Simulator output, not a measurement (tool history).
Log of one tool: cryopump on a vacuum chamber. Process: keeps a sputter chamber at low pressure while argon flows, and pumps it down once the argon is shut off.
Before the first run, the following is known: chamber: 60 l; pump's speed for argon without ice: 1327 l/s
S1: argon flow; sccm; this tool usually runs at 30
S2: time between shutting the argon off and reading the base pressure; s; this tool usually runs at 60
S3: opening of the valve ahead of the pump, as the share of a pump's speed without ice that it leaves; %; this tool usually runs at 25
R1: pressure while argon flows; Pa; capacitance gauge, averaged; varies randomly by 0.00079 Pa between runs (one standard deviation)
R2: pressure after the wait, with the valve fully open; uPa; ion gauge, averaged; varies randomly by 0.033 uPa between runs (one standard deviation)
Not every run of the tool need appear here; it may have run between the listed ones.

| run | hour | S1 | S2 | S3 | R1 | R2 |
|---|---|---|---|---|---|---|
| 1 | 0 | 30 | 60 | 25 | 0.1711 | 2.05 |
| 2 | 114 | 30 | 60 | 18 | 0.2328 | 2.11 |
| 3 | 248.5 | 30 | 60 | 18 | 0.2141 | 1.92 |
| 4 | 373.8 | 30 | 60 | 18 | 0.2168 | 2.03 |
| 5 | 470.3 | 30 | 60 | 18 | 0.2156 | 2.02 |
| 6 | 544.4 | 30 | 60 | 18 | 0.2174 | 2.03 |
| 7 | 655.9 | 30 | 60 | 25 | 0.1585 | 2.03 |
| 8 | 718.3 | 30 | 60 | 25 | 0.1594 | 2.1 |
| 9 | 820.2 | 52 | 60 | 25 | 0.2775 | 2.09 |
| 10 | 933.3 | 30 | 60 | 25 | 0.161 | 2.15 |
| 11 | 1059.5 | 30 | 60 | 34 | 0.1228 | 2.17 |
| 12 | 1115 | 14 | 60 | 25 | 0.0771 | 2.29 |
| 13 | 1196.5 | 14 | 60 | 25 | 0.0777 | 2.31 |
| 14 | 1275 | 30 | 60 | 25 | 0.1655 | 2.26 |
| 15 | 1353.3 | 30 | 60 | 25 | 0.1676 | 2.3 |
| 16 | 1416.1 | 33 | 60 | 25 | 0.1856 | 2.43 |
| 17 | 1492.7 | 43 | 28 | 30 | 0.2102 | 4.17 |
| 18 | 1613 | 21 | 129 | 23 | 0.1178 | 1.37 |
| 19 | 1716 | 21 | 129 | 23 | 0.1179 | 1.45 |
| 20 | 1823.6 | 21 | 129 | 23 | 0.1187 | 1.46 |
| 21 | 1898.5 | 21 | 129 | 18 | 0.1527 | 1.49 |
| 22 | 2024 | 14 | 194 | 37 | 0.0508 | 1.3 |
| 23 | 2134.3 | 26 | 194 | 39 | 0.0916 | 1.43 |
| 24 | 2228.7 | 26 | 194 | 39 | 0.0933 | 1.38 |
| 25 | 2322.7 | 30 | 60 | 24 | 0.1693 | 2.45 |
| 26 | 2423.2 | 30 | 60 | 24 | 0.1707 | 2.6 |
| 27 | 2552.1 | 41 | 98 | 33 | 0.1789 | 2.04 |

Removed from this log: 2 entries logged between the listed runs. Between which two listed runs does each belong, and how does the tool's hidden state at the listed run before it compare with that at the listed run after it?
Run 2 -> run 3: pump warmed up, emptied and cooled again (hour 173)
  pump's speed, % of a pump's without ice: 66.5 -> 97.6; cold plate's temperature, K: 12.69 -> 12.72; leak into the chamber, uPa l/s: 564 -> 591
  measured result minus the result with no hidden state, R1: +0.02 -> +0.0015 Pa; R2: +0.42 -> +0.23 uPa
Run 17 -> run 18: pump warmed up, emptied and cooled again (hour 1523)
  pump's speed, % of a pump's without ice: 69.4 -> 97.1; cold plate's temperature, K: 13.01 -> 13.03; leak into the chamber, uPa l/s: 856 -> 880
  measured result minus the result with no hidden state, R1: +0.0259 -> +0.0014 Pa; R2: +0.73 -> +0.47 uPa
